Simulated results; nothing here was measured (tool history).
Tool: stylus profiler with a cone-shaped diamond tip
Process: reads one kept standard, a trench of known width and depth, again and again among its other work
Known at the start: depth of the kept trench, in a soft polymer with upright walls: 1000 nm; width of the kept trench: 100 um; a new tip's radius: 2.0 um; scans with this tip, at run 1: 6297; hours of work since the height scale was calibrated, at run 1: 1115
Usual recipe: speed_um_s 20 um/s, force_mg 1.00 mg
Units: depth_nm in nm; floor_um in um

run    hour  speed_um_s  force_mg  scans with this tip  hours of work since the height scale was calibrated  depth_nm  floor_um
  1     0.0          20      1.00                 6297                                                 1115   1001.99     95.23
  2    83.0          20      1.00                 6666                                                 1181   1002.05     95.22
      156.1  -- height scale calibrated on a step standard
  3   167.2          76      1.00                 7038                                                    9   1000.88     94.70
  4   283.7          21      1.00                 7556                                                  100   1000.79     95.08
  5   389.1          21      1.00                 8025                                                  183   1000.61     94.99
      444.8  -- height scale calibrated on a step standard, once more
  6   490.0          21      1.00                 8471                                                   36   1003.85     94.90
  7   599.3          20      0.89                 8957                                                  122   1002.71     94.87
  8   671.7          18      1.00                 9279                                                  179   1003.15     94.84
  9   738.6          18      1.00                 9576                                                  231   1003.46     94.82
 10   805.1          18      1.00                 9872                                                  284   1003.01     94.75
 11   915.0          18      1.00                10360                                                  370   1002.88     94.66
 12   969.6          18      1.00                10603                                                  413   1002.88     94.65
 13  1052.4          18      1.00                10971                                                  478   1002.86     94.55
 14  1131.3          18      1.00                11321                                                  540   1002.64     94.53
 15  1198.2          18      1.00                11619                                                  593   1002.73     94.45
 16  1279.8           7      1.23                11982                                                  657   1003.42     94.58
     1328.8  -- new tip fitted, height scale calibrated
 17  1349.7          10      1.14                   94                                                   17   1004.35     96.46
 18  1432.3          10      1.14                  461                                                   82   1004.38     96.41
 19  1502.7          30      0.39                  774                                                  137   1002.01     96.02
 20  1565.3           8      1.06                 1052                                                  186   1004.05     96.30
 21  1689.3           8      0.89                 1603                                                  284   1003.34     96.16

How the hidden state differs across the entries between the runs, from the last listed run before each to the first after it:
Between runs 2 and 3: height scale calibrated on a step standard (hour 156.1)
  radius of the tip, um: 3.18 -> 3.25; height scale over the true one, %: -0.184 -> -0.31
  what was measured, less what the result would be without the hidden state, depth_nm: -1.84 -> -3.11 nm; floor_um: -1.17 -> -1.23 um
Between runs 5 and 6: height scale calibrated on a step standard, once more (hour 444.8)
  radius of the tip, um: 3.42 -> 3.5; height scale over the true one, %: -0.346 -> -0.032
  what was measured, less what the result would be without the hidden state, depth_nm: -3.47 -> -0.33 nm; floor_um: -1.38 -> -1.44 um
Between runs 16 and 17: new tip fitted, height scale calibrated (hour 1328.8)
  radius of the tip, um: 4.16 -> 1.99; height scale over the true one, %: -0.155 -> 0.023
  what was measured, less what the result would be without the hidden state, depth_nm: -1.56 -> +0.22 nm; floor_um: -1.95 -> +0.01 um

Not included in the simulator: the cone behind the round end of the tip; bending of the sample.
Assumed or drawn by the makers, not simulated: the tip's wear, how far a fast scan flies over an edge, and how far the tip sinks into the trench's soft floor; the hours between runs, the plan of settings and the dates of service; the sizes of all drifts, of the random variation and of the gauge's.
